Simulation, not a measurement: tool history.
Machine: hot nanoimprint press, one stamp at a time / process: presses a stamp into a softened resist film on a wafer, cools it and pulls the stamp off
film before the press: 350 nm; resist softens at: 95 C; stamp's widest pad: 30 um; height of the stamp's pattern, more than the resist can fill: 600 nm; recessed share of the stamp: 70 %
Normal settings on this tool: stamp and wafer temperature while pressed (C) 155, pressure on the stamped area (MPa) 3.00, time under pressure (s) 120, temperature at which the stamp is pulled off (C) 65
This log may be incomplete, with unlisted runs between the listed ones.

run   hour  stamp and wafer temperature while pressed (C)  pressure on the stamped area (MPa)  time under pressure (s)  temperature at which the stamp is pulled off (C)  resist left under the stamp's widest pad (nm)  greatest force while the stamp is pulled off (N)
  1    0.0                                            155                                3.00                      120                                                65                                          205.5                                               155
  2   42.0                                            155                                3.00                      120                                                65                                          209.3                                               159
  3   81.3                                            155                                3.00                      120                                                59                                          207.7                                               195
  4  128.5                                            155                                3.00                      120                                                59                                          209.4                                               207
     168.8  -- stamp cleaned and given a new release coat
  5  188.1                                            155                                3.00                      120                                                65                                          209.6                                               149
  6  219.2                                            165                                4.36                       67                                                66                                          138.5                                               149
  7  268.3                                            165                                4.17                       65                                                66                                          142.9                                               151
  8  321.4                                            162                                4.29                      120                                                52                                          130.7                                               226
  9  346.2                                            145                                4.29                      120                                                52                                          279.5                                               230

Forecast run 10:
 10  369.0                                            155                                3.13                      120                                                55                                              ?                                                 ?

{"run 10": {"resist left under the stamp's widest pad (nm)": 209.8, "greatest force while the stamp is pulled off (N)": 219}}
If the tool had no hidden condition, the same run with the same run-to-run variation would have returned resist left under the stamp's widest pad (nm) 192.8, greatest force while the stamp is pulled off (N) 176.
